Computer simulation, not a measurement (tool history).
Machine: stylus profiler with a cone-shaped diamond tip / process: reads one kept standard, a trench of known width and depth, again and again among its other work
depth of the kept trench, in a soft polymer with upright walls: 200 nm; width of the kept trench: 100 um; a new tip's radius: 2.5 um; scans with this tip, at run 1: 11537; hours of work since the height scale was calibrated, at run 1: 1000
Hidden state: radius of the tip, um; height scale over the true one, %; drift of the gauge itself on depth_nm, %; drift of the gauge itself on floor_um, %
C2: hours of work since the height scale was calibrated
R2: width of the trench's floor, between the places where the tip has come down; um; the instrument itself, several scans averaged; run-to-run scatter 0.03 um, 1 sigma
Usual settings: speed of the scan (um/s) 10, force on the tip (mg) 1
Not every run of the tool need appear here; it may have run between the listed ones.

{"run": 1, "hour": 0.0, "speed of the scan (um/s)": 10, "force on the tip (mg)": 1, "scans with this tip": 11537, "C2": 1000, "depth of the trench (Å)": 2023.3, "R2": 97.17}
{"run": 2, "hour": 69.6, "speed of the scan (um/s)": 10, "force on the tip (mg)": 1, "scans with this tip": 12042, "C2": 1044, "depth of the trench (Å)": 2022.6, "R2": 97.13}
{"run": 3, "hour": 136.8, "speed of the scan (um/s)": 10, "force on the tip (mg)": 1, "scans with this tip": 12529, "C2": 1086, "depth of the trench (Å)": 2024.1, "R2": 97.09}
{"run": 4, "hour": 195.7, "speed of the scan (um/s)": 10, "force on the tip (mg)": 1, "scans with this tip": 12956, "C2": 1123, "depth of the trench (Å)": 2023.9, "R2": 97.03}
{"run": 5, "hour": 286.0, "speed of the scan (um/s)": 10, "force on the tip (mg)": 1.98, "scans with this tip": 13611, "C2": 1180, "depth of the trench (Å)": 2034.1, "R2": 97.03}
{"run": 6, "hour": 361.1, "speed of the scan (um/s)": 6, "force on the tip (mg)": 1, "scans with this tip": 14156, "C2": 1227, "depth of the trench (Å)": 2025.1, "R2": 97.01}
{"hour": 397.7, "done": "height scale calibrated on a step standard"}
{"run": 7, "hour": 413.1, "speed of the scan (um/s)": 22, "force on the tip (mg)": 1, "scans with this tip": 14529, "C2": 10, "depth of the trench (Å)": 2017.6, "R2": 96.88}
{"run": 8, "hour": 492.6, "speed of the scan (um/s)": 22, "force on the tip (mg)": 1, "scans with this tip": 15106, "C2": 60, "depth of the trench (Å)": 2016.7, "R2": 96.84}
{"run": 9, "hour": 598.1, "speed of the scan (um/s)": 10, "force on the tip (mg)": 1, "scans with this tip": 15871, "C2": 126, "depth of the trench (Å)": 2017.3, "R2": 96.86}
{"run": 10, "hour": 681.9, "speed of the scan (um/s)": 10, "force on the tip (mg)": 1.29, "scans with this tip": 16479, "C2": 179, "depth of the trench (Å)": 2021.3, "R2": 96.85}
{"run": 11, "hour": 729.7, "speed of the scan (um/s)": 10, "force on the tip (mg)": 1.29, "scans with this tip": 16826, "C2": 209, "depth of the trench (Å)": 2021.8, "R2": 96.84}
{"run": 12, "hour": 827.2, "speed of the scan (um/s)": 10, "force on the tip (mg)": 1.29, "scans with this tip": 17533, "C2": 270, "depth of the trench (Å)": 2021.9, "R2": 96.76}
{"run": 13, "hour": 890.9, "speed of the scan (um/s)": 7, "force on the tip (mg)": 1, "scans with this tip": 17994, "C2": 310, "depth of the trench (Å)": 2018.9, "R2": 96.78}
{"run": 14, "hour": 963.1, "speed of the scan (um/s)": 7, "force on the tip (mg)": 1, "scans with this tip": 18518, "C2": 355, "depth of the trench (Å)": 2017.9, "R2": 96.75}
{"run": 15, "hour": 1028.4, "speed of the scan (um/s)": 10, "force on the tip (mg)": 1, "scans with this tip": 18992, "C2": 397, "depth of the trench (Å)": 2018.8, "R2": 96.71}
{"run": 16, "hour": 1088.3, "speed of the scan (um/s)": 10, "force on the tip (mg)": 2.58, "scans with this tip": 19426, "C2": 434, "depth of the trench (Å)": 2034.5, "R2": 96.68}
{"run": 17, "hour": 1148.9, "speed of the scan (um/s)": 10, "force on the tip (mg)": 2.58, "scans with this tip": 19866, "C2": 472, "depth of the trench (Å)": 2033.9, "R2": 96.71}
{"run": 18, "hour": 1211.9, "speed of the scan (um/s)": 10, "force on the tip (mg)": 2.58, "scans with this tip": 20323, "C2": 512, "depth of the trench (Å)": 2034.6, "R2": 96.69}
{"run": 19, "hour": 1290.4, "speed of the scan (um/s)": 10, "force on the tip (mg)": 1.86, "scans with this tip": 20892, "C2": 561, "depth of the trench (Å)": 2029.2, "R2": 96.6}
{"run": 20, "hour": 1378.6, "speed of the scan (um/s)": 10, "force on the tip (mg)": 1.86, "scans with this tip": 21531, "C2": 617, "depth of the trench (Å)": 2029.1, "R2": 96.65}
{"run": 21, "hour": 1476.0, "speed of the scan (um/s)": 10, "force on the tip (mg)": 1, "scans with this tip": 22238, "C2": 678, "depth of the trench (Å)": 2020.8, "R2": 96.6}
{"run": 22, "hour": 1547.2, "speed of the scan (um/s)": 10, "force on the tip (mg)": 1, "scans with this tip": 22754, "C2": 723, "depth of the trench (Å)": 2020.3, "R2": 96.46}
{"run": 23, "hour": 1620.9, "speed of the scan (um/s)": 10, "force on the tip (mg)": 1, "scans with this tip": 23289, "C2": 769, "depth of the trench (Å)": 2021.7, "R2": 96.55}
{"run": 24, "hour": 1688.3, "speed of the scan (um/s)": 10, "force on the tip (mg)": 1, "scans with this tip": 23778, "C2": 811, "depth of the trench (Å)": 2023.2, "R2": 96.51}
{"run": 25, "hour": 1755.2, "speed of the scan (um/s)": 18, "force on the tip (mg)": 2.67, "scans with this tip": 24263, "C2": 854, "depth of the trench (Å)": 2038, "R2": 96.47}
{"run": 26, "hour": 1853.9, "speed of the scan (um/s)": 4, "force on the tip (mg)": 2.66, "scans with this tip": 24979, "C2": 916, "depth of the trench (Å)": 2037.8, "R2": 96.43}
{"run": 27, "hour": 1958.7, "speed of the scan (um/s)": 16, "force on the tip (mg)": 0.47, "scans with this tip": 25739, "C2": 982, "depth of the trench (Å)": 2016.2, "R2": 96.32}
{"run": 28, "hour": 2059.1, "speed of the scan (um/s)": 30, "force on the tip (mg)": 1.22, "scans with this tip": 26467, "C2": 1045, "depth of the trench (Å)": 2026, "R2": 96.26}
{"run": 29, "hour": 2104.8, "speed of the scan (um/s)": 30, "force on the tip (mg)": 1.22, "scans with this tip": 26798, "C2": 1073, "depth of the trench (Å)": 2026.5, "R2": 96.21}
{"run": 30, "hour": 2191.4, "speed of the scan (um/s)": 30, "force on the tip (mg)": 1.22, "scans with this tip": 27426, "C2": 1128, "depth of the trench (Å)": 2026.7, "R2": 96.18}
{"run": 31, "hour": 2250.4, "speed of the scan (um/s)": 2, "force on the tip (mg)": 0.38, "scans with this tip": 27854, "C2": 1165, "depth of the trench (Å)": 2016, "R2": 96.36}
{"hour": 2345.0, "done": "new tip fitted, height scale calibrated"}
{"run": 32, "hour": 2353.7, "speed of the scan (um/s)": 2, "force on the tip (mg)": 0.38, "scans with this tip": 63, "C2": 5, "depth of the trench (Å)": 2008.8, "R2": 98.04}
{"run": 33, "hour": 2453.5, "speed of the scan (um/s)": 31, "force on the tip (mg)": 0.42, "scans with this tip": 787, "C2": 68, "depth of the trench (Å)": 2009.7, "R2": 97.66}
{"run": 34, "hour": 2564.4, "speed of the scan (um/s)": 2, "force on the tip (mg)": 2.42, "scans with this tip": 1591, "C2": 138, "depth of the trench (Å)": 2029.5, "R2": 97.86}
{"run": 35, "hour": 2629.4, "speed of the scan (um/s)": 2, "force on the tip (mg)": 2.42, "scans with this tip": 2062, "C2": 179, "depth of the trench (Å)": 2030.5, "R2": 97.86}
{"run": 36, "hour": 2723.5, "speed of the scan (um/s)": 38, "force on the tip (mg)": 2.78, "scans with this tip": 2745, "C2": 238, "depth of the trench (Å)": 2034.3, "R2": 97.67}
{"run": 37, "hour": 2799.9, "speed of the scan (um/s)": 38, "force on the tip (mg)": 2.8, "scans with this tip": 3299, "C2": 286, "depth of the trench (Å)": 2033.3, "R2": 97.66}
{"run": 38, "hour": 2853.6, "speed of the scan (um/s)": 38, "force on the tip (mg)": 2.8, "scans with this tip": 3688, "C2": 320, "depth of the trench (Å)": 2033.6, "R2": 97.61}
{"run": 39, "hour": 2940.9, "speed of the scan (um/s)": 4, "force on the tip (mg)": 1.76, "scans with this tip": 4321, "C2": 375, "depth of the trench (Å)": 2027.3, "R2": 97.72}
{"run": 40, "hour": 3050.3, "speed of the scan (um/s)": 4, "force on the tip (mg)": 1.76, "scans with this tip": 5114, "C2": 443, "depth of the trench (Å)": 2026.1, "R2": 97.62}
{"run": 41, "hour": 3146.0, "speed of the scan (um/s)": 4, "force on the tip (mg)": 1.93, "scans with this tip": 5809, "C2": 504, "depth of the trench (Å)": 2029.1, "R2": 97.55}
{"run": 42, "hour": 3245.4, "speed of the scan (um/s)": 4, "force on the tip (mg)": 1.47, "scans with this tip": 6530, "C2": 566, "depth of the trench (Å)": 2024.2, "R2": 97.53}
{"run": 43, "hour": 3354.0, "speed of the scan (um/s)": 9, "force on the tip (mg)": 0.64, "scans with this tip": 7318, "C2": 634, "depth of the trench (Å)": 2015.6, "R2": 97.45}
{"run": 44, "hour": 3456.7, "speed of the scan (um/s)": 9, "force on the tip (mg)": 0.64, "scans with this tip": 8062, "C2": 699, "depth of the trench (Å)": 2016.9, "R2": 97.4}
{"run": 45, "hour": 3566.8, "speed of the scan (um/s)": 9, "force on the tip (mg)": 0.64, "scans with this tip": 8861, "C2": 768, "depth of the trench (Å)": 2016.8, "R2": 97.39}
{"run": 46, "hour": 3621.9, "speed of the scan (um/s)": 4, "force on the tip (mg)": 0.89, "scans with this tip": 9260, "C2": 803, "depth of the trench (Å)": 2019.7, "R2": 97.37}

Alternative continuations, all from the tool just after run 46; predict every row:
{"run": "A", "hour": 3692.7, "speed of the scan (um/s)": 39, "force on the tip (mg)": 1.36, "scans with this tip": 9774, "C2": 847, "depth of the trench (Å)": "?", "R2": "?"}
{"run": "B", "hour": 3692.7, "speed of the scan (um/s)": 35, "force on the tip (mg)": 1, "scans with this tip": 9774, "C2": 847, "depth of the trench (Å)": "?", "R2": "?"}
{"run": "C", "hour": 3692.7, "speed of the scan (um/s)": 4, "force on the tip (mg)": 1.25, "scans with this tip": 9774, "C2": 847, "depth of the trench (Å)": "?", "R2": "?"}

run=A depth_of_the_trench_(Å)=2025.5 R2=97.15
run=B depth_of_the_trench_(Å)=2021 R2=97.15
run=C depth_of_the_trench_(Å)=2023.3 R2=97.35
Had the tool no hidden state, the same runs would have come out as:
run=A depth_of_the_trench_(Å)=2020.3 R2=97.84
run=B depth_of_the_trench_(Å)=2015.8 R2=97.84
run=C depth_of_the_trench_(Å)=2018.1 R2=98.05
